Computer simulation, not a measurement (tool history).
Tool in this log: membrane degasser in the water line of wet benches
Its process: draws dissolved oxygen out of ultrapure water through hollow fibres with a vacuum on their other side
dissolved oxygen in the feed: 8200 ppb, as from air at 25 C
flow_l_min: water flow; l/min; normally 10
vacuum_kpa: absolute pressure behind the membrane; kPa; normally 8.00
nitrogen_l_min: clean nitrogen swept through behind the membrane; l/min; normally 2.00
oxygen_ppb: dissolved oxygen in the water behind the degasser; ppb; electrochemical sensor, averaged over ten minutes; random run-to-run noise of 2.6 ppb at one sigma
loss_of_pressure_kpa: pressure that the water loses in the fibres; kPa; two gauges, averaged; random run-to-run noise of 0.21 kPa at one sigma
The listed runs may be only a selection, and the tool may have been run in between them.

run 1 hour=0.0 | flow_l_min=10 vacuum_kpa=8.00 nitrogen_l_min=2.00 | oxygen_ppb=258.8 loss_of_pressure_kpa=47.90
run 2 hour=110.8 | flow_l_min=10 vacuum_kpa=8.00 nitrogen_l_min=2.00 | oxygen_ppb=262.4 loss_of_pressure_kpa=47.68
run 3 hour=174.6 | flow_l_min=10 vacuum_kpa=9.80 nitrogen_l_min=2.00 | oxygen_ppb=281.1 loss_of_pressure_kpa=48.41
run 4 hour=270.5 | flow_l_min=10 vacuum_kpa=16.43 nitrogen_l_min=2.00 | oxygen_ppb=356.6 loss_of_pressure_kpa=48.12
run 5 hour=337.1 | flow_l_min=10 vacuum_kpa=8.00 nitrogen_l_min=2.00 | oxygen_ppb=265.0 loss_of_pressure_kpa=48.46
run 6 hour=425.6 | flow_l_min=10 vacuum_kpa=8.00 nitrogen_l_min=2.00 | oxygen_ppb=258.7 loss_of_pressure_kpa=48.04
run 7 hour=496.5 | flow_l_min=10 vacuum_kpa=8.00 nitrogen_l_min=2.00 | oxygen_ppb=258.6 loss_of_pressure_kpa=48.31
run 8 hour=588.7 | flow_l_min=10 vacuum_kpa=8.00 nitrogen_l_min=0.85 | oxygen_ppb=328.7 loss_of_pressure_kpa=48.02
run 9 hour=681.1 | flow_l_min=10 vacuum_kpa=6.20 nitrogen_l_min=2.00 | oxygen_ppb=243.6 loss_of_pressure_kpa=48.21
run 10 hour=801.9 | flow_l_min=10 vacuum_kpa=8.00 nitrogen_l_min=2.00 | oxygen_ppb=262.8 loss_of_pressure_kpa=47.99
run 11 hour=904.3 | flow_l_min=10 vacuum_kpa=8.00 nitrogen_l_min=2.00 | oxygen_ppb=259.4 loss_of_pressure_kpa=48.17
run 12 hour=979.3 | flow_l_min=10 vacuum_kpa=8.00 nitrogen_l_min=0.90 | oxygen_ppb=318.1 loss_of_pressure_kpa=48.62
run 13 hour=1069.9 | flow_l_min=10 vacuum_kpa=8.00 nitrogen_l_min=0.90 | oxygen_ppb=323.4 loss_of_pressure_kpa=48.37
run 14 hour=1163.5 | flow_l_min=10 vacuum_kpa=8.00 nitrogen_l_min=0.90 | oxygen_ppb=326.8 loss_of_pressure_kpa=48.57
run 15 hour=1231.7 | flow_l_min=10 vacuum_kpa=8.00 nitrogen_l_min=0.90 | oxygen_ppb=324.3 loss_of_pressure_kpa=48.60
run 16 hour=1285.3 | flow_l_min=13 vacuum_kpa=8.00 nitrogen_l_min=2.00 | oxygen_ppb=441.1 loss_of_pressure_kpa=63.11
run 17 hour=1342.9 | flow_l_min=13 vacuum_kpa=8.00 nitrogen_l_min=2.00 | oxygen_ppb=437.0 loss_of_pressure_kpa=63.12
run 18 hour=1419.9 | flow_l_min=7 vacuum_kpa=8.00 nitrogen_l_min=0.83 | oxygen_ppb=171.0 loss_of_pressure_kpa=34.01
run 19 hour=1517.7 | flow_l_min=7 vacuum_kpa=15.53 nitrogen_l_min=1.47 | oxygen_ppb=215.5 loss_of_pressure_kpa=34.03
run 20 hour=1596.2 | flow_l_min=7 vacuum_kpa=15.53 nitrogen_l_min=1.47 | oxygen_ppb=215.8 loss_of_pressure_kpa=34.02
run 21 hour=1661.7 | flow_l_min=8 vacuum_kpa=13.79 nitrogen_l_min=5.62 | oxygen_ppb=150.3 loss_of_pressure_kpa=39.13
run 22 hour=1766.7 | flow_l_min=10 vacuum_kpa=6.70 nitrogen_l_min=2.00 | oxygen_ppb=244.3 loss_of_pressure_kpa=48.96
run 23 hour=1880.3 | flow_l_min=10 vacuum_kpa=6.70 nitrogen_l_min=2.00 | oxygen_ppb=240.1 loss_of_pressure_kpa=48.68
run 24 hour=1940.9 | flow_l_min=10 vacuum_kpa=8.00 nitrogen_l_min=4.90 | oxygen_ppb=228.6 loss_of_pressure_kpa=48.81
run 25 hour=2011.4 | flow_l_min=14 vacuum_kpa=13.28 nitrogen_l_min=1.19 | oxygen_ppb=663.9 loss_of_pressure_kpa=68.17
run 26 hour=2127.5 | flow_l_min=14 vacuum_kpa=13.28 nitrogen_l_min=1.19 | oxygen_ppb=671.6 loss_of_pressure_kpa=68.15
run 27 hour=2216.6 | flow_l_min=12 vacuum_kpa=8.00 nitrogen_l_min=1.23 | oxygen_ppb=407.6 loss_of_pressure_kpa=58.41
run 28 hour=2276.6 | flow_l_min=14 vacuum_kpa=19.08 nitrogen_l_min=1.02 | oxygen_ppb=862.5 loss_of_pressure_kpa=68.65
run 29 hour=2366.4 | flow_l_min=14 vacuum_kpa=19.08 nitrogen_l_min=1.02 | oxygen_ppb=862.0 loss_of_pressure_kpa=68.64
run 30 hour=2481.6 | flow_l_min=11 vacuum_kpa=19.23 nitrogen_l_min=1.02 | oxygen_ppb=634.3 loss_of_pressure_kpa=53.80
run 31 hour=2530.8 | flow_l_min=16 vacuum_kpa=5.33 nitrogen_l_min=0.95 | oxygen_ppb=619.1 loss_of_pressure_kpa=78.32
run 32 hour=2594.2 | flow_l_min=8 vacuum_kpa=7.66 nitrogen_l_min=2.45 | oxygen_ppb=148.8 loss_of_pressure_kpa=39.41

4 options for the next run, each taken on its own from the tool as it stands now. Forecast them:
run A hour=2711.1 | flow_l_min=15 vacuum_kpa=17.77 nitrogen_l_min=2.00 | oxygen_ppb=? loss_of_pressure_kpa=?
run B hour=2711.1 | flow_l_min=8 vacuum_kpa=7.66 nitrogen_l_min=5.45 | oxygen_ppb=? loss_of_pressure_kpa=?
run C hour=2711.1 | flow_l_min=11 vacuum_kpa=8.00 nitrogen_l_min=2.00 | oxygen_ppb=? loss_of_pressure_kpa=?
run D hour=2711.1 | flow_l_min=10 vacuum_kpa=5.96 nitrogen_l_min=0.83 | oxygen_ppb=? loss_of_pressure_kpa=?

run=A oxygen_ppb=710.4 loss_of_pressure_kpa=73.57
run=B oxygen_ppb=129.4 loss_of_pressure_kpa=39.37
run=C oxygen_ppb=317.8 loss_of_pressure_kpa=54.06
run=D oxygen_ppb=277.6 loss_of_pressure_kpa=49.16
The same runs, with their run-to-run variation unchanged, on a tool lacking any hidden condition would have given:
run=A oxygen_ppb=709.6 loss_of_pressure_kpa=71.87
run=B oxygen_ppb=129.1 loss_of_pressure_kpa=38.46
run=C oxygen_ppb=317.2 loss_of_pressure_kpa=52.81
run=D oxygen_ppb=277.1 loss_of_pressure_kpa=48.02
